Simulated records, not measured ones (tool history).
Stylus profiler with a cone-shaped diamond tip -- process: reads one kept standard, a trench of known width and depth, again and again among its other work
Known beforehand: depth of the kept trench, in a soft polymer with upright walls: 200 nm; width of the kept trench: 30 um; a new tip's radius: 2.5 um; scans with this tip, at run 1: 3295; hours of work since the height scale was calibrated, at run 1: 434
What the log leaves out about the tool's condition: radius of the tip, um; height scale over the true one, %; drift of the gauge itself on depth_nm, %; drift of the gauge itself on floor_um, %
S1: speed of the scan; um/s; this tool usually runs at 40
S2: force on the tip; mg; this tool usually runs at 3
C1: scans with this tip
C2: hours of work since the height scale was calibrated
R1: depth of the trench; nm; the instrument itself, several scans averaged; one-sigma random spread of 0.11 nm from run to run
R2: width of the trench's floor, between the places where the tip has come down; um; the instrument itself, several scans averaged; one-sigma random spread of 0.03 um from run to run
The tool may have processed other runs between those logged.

{"run": 1, "hour": 0.0, "S1": 40, "S2": 3, "C1": 3295, "C2": 434, "R1": 201.02, "R2": 27.62}
{"run": 2, "hour": 48.6, "S1": 33, "S2": 3, "C1": 3563, "C2": 470, "R1": 200.72, "R2": 27.73}
{"run": 3, "hour": 98.3, "S1": 40, "S2": 3, "C1": 3838, "C2": 506, "R1": 200.77, "R2": 27.62}
{"run": 4, "hour": 164.5, "S1": 40, "S2": 2.26, "C1": 4204, "C2": 554, "R1": 200.62, "R2": 27.62}
{"run": 5, "hour": 204.6, "S1": 51, "S2": 3, "C1": 4426, "C2": 583, "R1": 200.83, "R2": 27.56}
{"run": 6, "hour": 237.2, "S1": 51, "S2": 3, "C1": 4606, "C2": 607, "R1": 200.75, "R2": 27.54}
{"run": 7, "hour": 295.1, "S1": 40, "S2": 3, "C1": 4926, "C2": 649, "R1": 200.9, "R2": 27.61}
{"run": 8, "hour": 339.6, "S1": 40, "S2": 1.19, "C1": 5172, "C2": 682, "R1": 200.17, "R2": 27.52}
{"run": 9, "hour": 370.4, "S1": 40, "S2": 5.13, "C1": 5342, "C2": 704, "R1": 201.29, "R2": 27.63}
{"hour": 376.0, "done": "height scale calibrated on a step standard"}
{"run": 10, "hour": 418.0, "S1": 47, "S2": 4.04, "C1": 5603, "C2": 31, "R1": 200.74, "R2": 27.51}
{"run": 11, "hour": 447.8, "S1": 14, "S2": 7.49, "C1": 5767, "C2": 52, "R1": 201.58, "R2": 27.65}
{"run": 12, "hour": 506.3, "S1": 14, "S2": 7.49, "C1": 6091, "C2": 95, "R1": 201.64, "R2": 27.68}
{"run": 13, "hour": 544.5, "S1": 67, "S2": 3.07, "C1": 6302, "C2": 123, "R1": 200.6, "R2": 27.38}
{"run": 14, "hour": 586.0, "S1": 67, "S2": 3.07, "C1": 6532, "C2": 153, "R1": 200.55, "R2": 27.38}
{"run": 15, "hour": 631.3, "S1": 91, "S2": 1.35, "C1": 6782, "C2": 186, "R1": 200, "R2": 27.16}
{"hour": 644.4, "done": "height scale calibrated on a step standard, once more"}
{"run": 16, "hour": 683.3, "S1": 96, "S2": 3.78, "C1": 7066, "C2": 28, "R1": 201.49, "R2": 27.31}
{"run": 17, "hour": 722.8, "S1": 68, "S2": 3.04, "C1": 7285, "C2": 57, "R1": 201.25, "R2": 27.37}

Entry by entry between the runs, the difference in hidden state between the last listed run before and the first listed run after:
From run 9 to run 10: height scale calibrated on a step standard (hour 376)
  radius of the tip, um: 3.24 -> 3.28; height scale over the true one, %: -0.234 -> -0.35
  difference, measured minus the result without the unlogged condition, R1: -0.47 -> -0.71 nm; R2: -0.28 -> -0.3 um
From run 15 to run 16: height scale calibrated on a step standard, once more (hour 644.4)
  radius of the tip, um: 3.42 -> 3.46; height scale over the true one, %: -0.415 -> -0.012
  difference, measured minus the result without the unlogged condition, R1: -0.83 -> -0.02 nm; R2: -0.35 -> -0.36 um

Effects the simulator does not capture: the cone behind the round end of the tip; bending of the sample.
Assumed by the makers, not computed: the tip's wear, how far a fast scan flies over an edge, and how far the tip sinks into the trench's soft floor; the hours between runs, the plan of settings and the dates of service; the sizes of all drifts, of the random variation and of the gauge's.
